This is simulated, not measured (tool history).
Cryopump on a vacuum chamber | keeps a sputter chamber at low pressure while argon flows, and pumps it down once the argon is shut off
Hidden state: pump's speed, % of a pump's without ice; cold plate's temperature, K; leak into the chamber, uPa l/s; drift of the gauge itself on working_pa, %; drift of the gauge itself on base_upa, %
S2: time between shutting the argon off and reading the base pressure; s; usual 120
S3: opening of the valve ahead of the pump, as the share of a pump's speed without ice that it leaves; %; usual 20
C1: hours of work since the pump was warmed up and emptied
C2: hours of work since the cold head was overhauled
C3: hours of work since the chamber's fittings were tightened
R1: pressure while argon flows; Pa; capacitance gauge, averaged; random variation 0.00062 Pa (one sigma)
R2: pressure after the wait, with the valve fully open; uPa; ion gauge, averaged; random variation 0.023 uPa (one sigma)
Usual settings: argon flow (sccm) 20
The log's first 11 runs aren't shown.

Run 12, day 6.608: usual settings but argon flow (sccm) 13; C1 330; C2 330; C3 1495. Result: R1 0.0602 Pa, R2 1.53 uPa.
Run 13, day 7.333: usual settings but S3 18 %; C1 346; C2 346; C3 1511. Result: R1 0.1022 Pa, R2 1.52 uPa.
Run 14, day 7.846: usual settings but S3 18 %; C1 357; C2 357; C3 1522. Result: R1 0.1034 Pa, R2 1.52 uPa.
Run 15, day 8.342: usual settings but S3 18 %; C1 367; C2 367; C3 1532. Result: R1 0.1028 Pa, R2 1.52 uPa.
Run 16, day 9.175: usual settings but S3 18 %; C1 385; C2 385; C3 1550. Result: R1 0.103 Pa, R2 1.59 uPa.
Run 17, day 9.996: usual settings but S3 18 %; C1 402; C2 402; C3 1567. Result: R1 0.1021 Pa, R2 1.57 uPa.
Run 18, day 10.7: usual settings but argon flow (sccm) 36, S2 85 s, S3 18 %; C1 417; C2 417; C3 1582. Result: R1 0.1851 Pa, R2 1.84 uPa.
Run 19, day 11.075: usual settings but argon flow (sccm) 36, S2 85 s, S3 18 %; C1 425; C2 425; C3 1590. Result: R1 0.1838 Pa, R2 1.77 uPa.
Run 20, day 11.883: usual settings but argon flow (sccm) 36, S2 29 s, S3 18 %; C1 443; C2 443; C3 1607. Result: R1 0.1849 Pa, R2 3.4 uPa.
Run 21, day 12.308: usual settings but argon flow (sccm) 26, S2 29 s, S3 18 %; C1 452; C2 452; C3 1616. Result: R1 0.1337 Pa, R2 3.42 uPa.
Run 22, day 12.875: usual settings but argon flow (sccm) 17, S3 23 %; C1 464; C2 464; C3 1628. Result: R1 0.0682 Pa, R2 1.62 uPa.
Run 23, day 13.504: usual settings but S2 149 s, S3 51 %; C1 477; C2 477; C3 1642. Result: R1 0.036 Pa, R2 1.49 uPa.
Run 24, day 14.146: usual settings but S2 149 s, S3 51 %; C1 491; C2 491; C3 1655. Result: R1 0.0376 Pa, R2 1.53 uPa.
Run 25, day 14.588: usual settings but S2 24 s, S3 51 %; C1 500; C2 500; C3 1665. Result: R1 0.0375 Pa, R2 3.99 uPa.
Run 26, day 15.042: usual settings but S2 24 s, S3 51 %; C1 510; C2 510; C3 1674. Result: R1 0.0378 Pa, R2 3.96 uPa.
Run 27, day 15.8: usual settings but S2 24 s, S3 51 %; C1 526; C2 526; C3 1691. Result: R1 0.0386 Pa, R2 3.96 uPa.
Run 28, day 16.3: usual settings but S2 24 s, S3 51 %; C1 536; C2 536; C3 1701. Result: R1 0.038 Pa, R2 4.01 uPa.
Run 29, day 16.729: usual settings but argon flow (sccm) 8, S2 123 s, S3 16 %; C1 546; C2 546; C3 1710. Result: R1 0.0469 Pa, R2 1.56 uPa.
Run 30, day 17.379: usual settings but argon flow (sccm) 11; C1 559; C2 559; C3 1724. Result: R1 0.0521 Pa, R2 1.61 uPa.
Run 31, day 17.729: usual settings but S2 80 s, S3 19 %; C1 567; C2 567; C3 1732. Result: R1 0.0984 Pa, R2 1.97 uPa.
Run 32, day 18.375: usual settings but argon flow (sccm) 30, S2 27 s, S3 33 %; C1 581; C2 581; C3 1745. Result: R1 0.0858 Pa, R2 3.8 uPa.
Run 33, day 18.879: usual settings but argon flow (sccm) 33, S3 31 %; C1 591; C2 591; C3 1756. Result: R1 0.1001 Pa, R2 1.64 uPa.
Run 34, day 19.642: usual settings but argon flow (sccm) 33, S3 31 %; C1 607; C2 607; C3 1772. Result: R1 0.1013 Pa, R2 1.72 uPa.

Forecast each of these 3 alternatives for the next run:
Run A, day 20.125: usual settings but argon flow (sccm) 40, S2 30 s; C1 618; C2 618; C3 1782. Result: R1 ?, R2 ?.
Run B, day 20.125: usual settings but S2 290 s, S3 15 %; C1 618; C2 618; C3 1782. Result: R1 ?, R2 ?.
Run C, day 20.125: usual settings but argon flow (sccm) 21, S2 77 s, S3 51 %; C1 618; C2 618; C3 1782. Result: R1 ?, R2 ?.

run      R1    R2
  A  0.1869  3.39
  B  0.1247  1.31
  C  0.0394  2.06
Without the tool's hidden state the same runs would have given:
run      R1    R2
  A  0.1827  2.47
  B  0.1227  0.39
  C  0.0372  1.09

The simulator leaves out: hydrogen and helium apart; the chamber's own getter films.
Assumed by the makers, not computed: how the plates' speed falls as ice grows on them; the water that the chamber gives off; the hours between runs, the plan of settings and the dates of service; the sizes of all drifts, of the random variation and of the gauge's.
